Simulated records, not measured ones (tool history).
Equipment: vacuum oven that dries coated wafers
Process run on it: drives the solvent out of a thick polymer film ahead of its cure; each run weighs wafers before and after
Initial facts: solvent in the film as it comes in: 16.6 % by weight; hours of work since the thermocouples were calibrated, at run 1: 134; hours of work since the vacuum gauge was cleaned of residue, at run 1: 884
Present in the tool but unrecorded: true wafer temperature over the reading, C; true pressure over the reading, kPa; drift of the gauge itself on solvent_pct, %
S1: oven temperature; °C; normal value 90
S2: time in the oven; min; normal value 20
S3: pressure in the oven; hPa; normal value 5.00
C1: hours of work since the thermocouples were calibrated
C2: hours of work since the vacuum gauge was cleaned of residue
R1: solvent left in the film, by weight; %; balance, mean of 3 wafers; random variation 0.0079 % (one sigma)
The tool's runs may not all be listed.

run 1 hour=0.0 | S1=90 S2=20 S3=5.00 | C1=134 C2=884 | R1=1.699
run 2 hour=54.0 | S1=90 S2=20 S3=5.00 | C1=165 C2=916 | R1=1.690
run 3 hour=115.6 | S1=90 S2=20 S3=5.00 | C1=201 C2=952 | R1=1.685
run 4 hour=189.1 | S1=90 S2=20 S3=5.00 | C1=244 C2=995 | R1=1.700
run 5 hour=264.9 | S1=90 S2=11 S3=5.00 | C1=289 C2=1039 | R1=4.007
run 6 hour=338.2 | S1=90 S2=11 S3=9.31 | C1=332 C2=1082 | R1=4.223
run 7 hour=372.6 | S1=90 S2=20 S3=4.48 | C1=352 C2=1102 | R1=1.634
run 8 hour=454.3 | S1=90 S2=34 S3=5.00 | C1=400 C2=1150 | R1=0.674
run 9 hour=508.1 | S1=90 S2=34 S3=5.00 | C1=431 C2=1182 | R1=0.681
run 10 hour=584.0 | S1=90 S2=34 S3=3.03 | C1=476 C2=1226 | R1=0.556
-- hour=598.9 vacuum gauge cleaned of residue and calibrated
run 11 hour=627.8 | S1=90 S2=34 S3=3.03 | C1=501 C2=17 | R1=0.441
run 12 hour=708.8 | S1=90 S2=34 S3=3.03 | C1=548 C2=64 | R1=0.435
run 13 hour=771.4 | S1=90 S2=20 S3=5.00 | C1=585 C2=101 | R1=1.549
run 14 hour=809.7 | S1=90 S2=20 S3=5.00 | C1=607 C2=124 | R1=1.556
-- hour=847.9 oven's thermocouples calibrated
run 15 hour=862.0 | S1=95 S2=20 S3=5.00 | C1=8 C2=153 | R1=0.849
run 16 hour=927.6 | S1=95 S2=20 S3=5.00 | C1=47 C2=192 | R1=0.834
run 17 hour=975.2 | S1=95 S2=20 S3=5.00 | C1=75 C2=219 | R1=0.858
run 18 hour=1025.0 | S1=86 S2=11 S3=18.08 | C1=104 C2=249 | R1=5.635
run 19 hour=1102.9 | S1=90 S2=20 S3=3.55 | C1=149 C2=294 | R1=1.404
run 20 hour=1179.9 | S1=90 S2=20 S3=3.55 | C1=195 C2=339 | R1=1.401
run 21 hour=1241.7 | S1=96 S2=30 S3=2.86 | C1=231 C2=376 | R1=0.262
-- hour=1262.9 oven's thermocouples calibrated, once more
run 22 hour=1317.6 | S1=84 S2=14 S3=8.13 | C1=32 C2=419 | R1=4.820
run 23 hour=1362.8 | S1=90 S2=20 S3=12.50 | C1=59 C2=446 | R1=2.188
run 24 hour=1436.1 | S1=96 S2=20 S3=3.11 | C1=102 C2=488 | R1=0.764
run 25 hour=1497.6 | S1=76 S2=11 S3=3.45 | C1=138 C2=525 | R1=7.853
run 26 hour=1560.8 | S1=104 S2=11 S3=5.00 | C1=175 C2=562 | R1=1.166

What does the tool deliver on the next run?
run 27 hour=1632.8 | S1=104 S2=11 S3=5.00 | C1=217 C2=604 | R1=?

Run 27 yielded R1 1.143 %.
On a tool with no hidden condition, and with the same random variation, this run would have come out at R1 1.149 %.
